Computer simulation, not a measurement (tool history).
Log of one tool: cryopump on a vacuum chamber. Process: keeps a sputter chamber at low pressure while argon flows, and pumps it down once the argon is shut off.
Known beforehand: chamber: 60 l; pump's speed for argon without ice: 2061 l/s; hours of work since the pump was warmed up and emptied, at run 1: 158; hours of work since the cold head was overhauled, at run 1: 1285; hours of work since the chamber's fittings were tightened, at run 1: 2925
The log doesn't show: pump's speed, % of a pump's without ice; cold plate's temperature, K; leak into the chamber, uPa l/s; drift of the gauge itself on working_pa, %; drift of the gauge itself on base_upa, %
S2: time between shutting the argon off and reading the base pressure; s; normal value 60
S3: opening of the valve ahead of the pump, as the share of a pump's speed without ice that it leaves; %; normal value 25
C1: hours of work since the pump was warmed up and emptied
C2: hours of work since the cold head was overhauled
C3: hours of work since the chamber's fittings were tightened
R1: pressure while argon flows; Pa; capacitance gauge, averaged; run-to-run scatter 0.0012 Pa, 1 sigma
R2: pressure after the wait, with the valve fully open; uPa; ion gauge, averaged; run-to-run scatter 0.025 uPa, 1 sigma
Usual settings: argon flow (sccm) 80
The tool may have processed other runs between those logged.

{"run": 1, "day": 0.0, "argon flow (sccm)": 80, "S2": 60, "S3": 25, "C1": 158, "C2": 1285, "C3": 2925, "R1": 0.2679, "R2": 1.38}
{"run": 2, "day": 3.35, "argon flow (sccm)": 80, "S2": 50, "S3": 25, "C1": 210, "C2": 1337, "C3": 2977, "R1": 0.269, "R2": 1.65}
{"run": 3, "day": 6.4, "argon flow (sccm)": 80, "S2": 50, "S3": 25, "C1": 257, "C2": 1384, "C3": 3024, "R1": 0.27, "R2": 1.63}
{"run": 4, "day": 8.904, "argon flow (sccm)": 80, "S2": 50, "S3": 26, "C1": 296, "C2": 1423, "C3": 3063, "R1": 0.2612, "R2": 1.61}
{"run": 5, "day": 10.542, "argon flow (sccm)": 39, "S2": 60, "S3": 25, "C1": 321, "C2": 1448, "C3": 3089, "R1": 0.1333, "R2": 1.54}
{"run": 6, "day": 13.846, "argon flow (sccm)": 39, "S2": 60, "S3": 25, "C1": 373, "C2": 1500, "C3": 3140, "R1": 0.1338, "R2": 1.49}
{"run": 7, "day": 16.971, "argon flow (sccm)": 39, "S2": 60, "S3": 23, "C1": 421, "C2": 1548, "C3": 3189, "R1": 0.1442, "R2": 1.53}
{"run": 8, "day": 18.758, "argon flow (sccm)": 80, "S2": 26, "S3": 25, "C1": 449, "C2": 1576, "C3": 3216, "R1": 0.2767, "R2": 2.66}
{"run": 9, "day": 21.767, "argon flow (sccm)": 80, "S2": 30, "S3": 25, "C1": 496, "C2": 1623, "C3": 3263, "R1": 0.2766, "R2": 2.39}
{"run": 10, "day": 25.667, "argon flow (sccm)": 80, "S2": 53, "S3": 44, "C1": 556, "C2": 1683, "C3": 3324, "R1": 0.1658, "R2": 1.68}
{"run": 11, "day": 29.225, "argon flow (sccm)": 66, "S2": 41, "S3": 18, "C1": 612, "C2": 1739, "C3": 3379, "R1": 0.3166, "R2": 1.96}
{"run": 12, "day": 31.254, "argon flow (sccm)": 57, "S2": 45, "S3": 24, "C1": 643, "C2": 1770, "C3": 3410, "R1": 0.209, "R2": 1.9}

Estimate the outcome of run 13 from the log above:
{"run": 13, "day": 33.754, "argon flow (sccm)": 58, "S2": 136, "S3": 18, "C1": 682, "C2": 1809, "C3": 3449, "R1": "?", "R2": "?"}

Run 13 came out at R1 0.2796 Pa, R2 1.13 uPa.
Without the tool's hidden state the same run would have given R1 0.2645 Pa, R2 0.52 uPa.

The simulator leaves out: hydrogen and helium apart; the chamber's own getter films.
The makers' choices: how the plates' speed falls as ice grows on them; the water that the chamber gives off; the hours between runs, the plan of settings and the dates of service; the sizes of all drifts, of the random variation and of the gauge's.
